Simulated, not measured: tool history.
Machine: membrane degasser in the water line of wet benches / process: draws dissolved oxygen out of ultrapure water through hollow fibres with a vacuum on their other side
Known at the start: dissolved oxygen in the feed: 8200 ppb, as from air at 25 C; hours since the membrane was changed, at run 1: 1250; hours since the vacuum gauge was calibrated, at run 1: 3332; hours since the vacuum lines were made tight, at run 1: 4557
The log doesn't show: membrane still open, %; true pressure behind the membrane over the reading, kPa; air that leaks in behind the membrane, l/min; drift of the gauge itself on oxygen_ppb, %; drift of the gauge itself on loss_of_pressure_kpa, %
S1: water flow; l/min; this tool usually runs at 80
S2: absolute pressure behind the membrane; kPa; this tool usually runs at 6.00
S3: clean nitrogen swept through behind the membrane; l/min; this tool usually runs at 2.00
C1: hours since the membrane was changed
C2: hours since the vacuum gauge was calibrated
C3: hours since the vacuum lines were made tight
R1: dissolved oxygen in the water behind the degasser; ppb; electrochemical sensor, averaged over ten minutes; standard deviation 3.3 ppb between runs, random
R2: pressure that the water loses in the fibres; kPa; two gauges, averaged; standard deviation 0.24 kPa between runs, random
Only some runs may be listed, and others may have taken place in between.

Run 1, day 0.000: usual settings; C1 1250; C2 3332; C3 4557. Result: R1 385.8 ppb, R2 61.40 kPa.
Run 2, day 3.212: usual settings; C1 1327; C2 3409; C3 4634. Result: R1 378.2 ppb, R2 61.41 kPa.
Run 3, day 6.625: usual settings but S1 112 l/min; C1 1409; C2 3491; C3 4716. Result: R1 636.2 ppb, R2 86.34 kPa.
Run 4, day 8.417: usual settings; C1 1452; C2 3534; C3 4759. Result: R1 383.1 ppb, R2 61.91 kPa.
Run 5, day 12.058: usual settings; C1 1539; C2 3622; C3 4846. Result: R1 376.5 ppb, R2 61.77 kPa.
Run 6, day 14.975: usual settings; C1 1609; C2 3692; C3 4916. Result: R1 377.5 ppb, R2 61.68 kPa.
Run 7, day 18.333: usual settings but S2 8.33 kPa; C1 1690; C2 3772; C3 4997. Result: R1 553.8 ppb, R2 61.92 kPa.
Run 8, day 21.279: usual settings but S2 8.33 kPa; C1 1761; C2 3843; C3 5068. Result: R1 554.9 ppb, R2 62.18 kPa.
Run 9, day 25.104: usual settings but S2 8.33 kPa; C1 1853; C2 3935; C3 5160. Result: R1 555.3 ppb, R2 62.26 kPa.
Run 10, day 28.096: usual settings but S2 8.33 kPa; C1 1924; C2 4007; C3 5231. Result: R1 547.9 ppb, R2 61.86 kPa.
Run 11, day 30.254: usual settings but S2 8.33 kPa; C1 1976; C2 4058; C3 5283. Result: R1 555.5 ppb, R2 61.83 kPa.
Run 12, day 33.671: usual settings but S1 65 l/min, S2 4.10 kPa, S3 5.22 l/min; C1 2058; C2 4140; C3 5365. Result: R1 115.4 ppb, R2 50.22 kPa.
At day 33.962: vacuum gauge calibrated.
Run 13, day 35.408: usual settings but S1 65 l/min, S2 4.10 kPa, S3 5.22 l/min; C1 2099; C2 35; C3 5406. Result: R1 116.4 ppb, R2 50.51 kPa.
Run 14, day 38.104: usual settings but S1 71 l/min, S2 11.85 kPa, S3 0.86 l/min; C1 2164; C2 99; C3 5471. Result: R1 1196.1 ppb, R2 55.11 kPa.
Run 15, day 41.612: usual settings but S1 54 l/min; C1 2248; C2 184; C3 5555. Result: R1 216.1 ppb, R2 41.94 kPa.
At day 42.879: vacuum gauge calibrated, once more.
Run 16, day 45.317: usual settings but S1 59 l/min, S3 1.38 l/min; C1 2337; C2 58; C3 5644. Result: R1 291.8 ppb, R2 45.64 kPa.
Run 17, day 47.758: usual settings but S1 72 l/min, S2 5.22 kPa, S3 3.12 l/min; C1 2395; C2 117; C3 5702. Result: R1 217.6 ppb, R2 55.51 kPa.
Run 18, day 50.321: usual settings but S1 60 l/min, S3 2.81 l/min; C1 2457; C2 179; C3 5764. Result: R1 192.1 ppb, R2 46.05 kPa.
Run 19, day 52.171: usual settings but S1 60 l/min, S2 4.22 kPa, S3 2.81 l/min; C1 2501; C2 223; C3 5808. Result: R1 113.2 ppb, R2 46.63 kPa.
Run 20, day 55.888: usual settings but S1 60 l/min, S2 4.22 kPa, S3 2.81 l/min; C1 2590; C2 312; C3 5897. Result: R1 113.3 ppb, R2 46.46 kPa.

Forecast run 21:
Run 21, day 59.250: usual settings but S1 94 l/min, S2 6.95 kPa, S3 5.16 l/min; C1 2671; C2 393; C3 5978. Result: R1 ?, R2 ?.

Logged for run 21: R1 390.1 ppb, R2 73.16 kPa.
Without the tool's hidden state the same run would have given R1 379.7 ppb, R2 72.33 kPa.
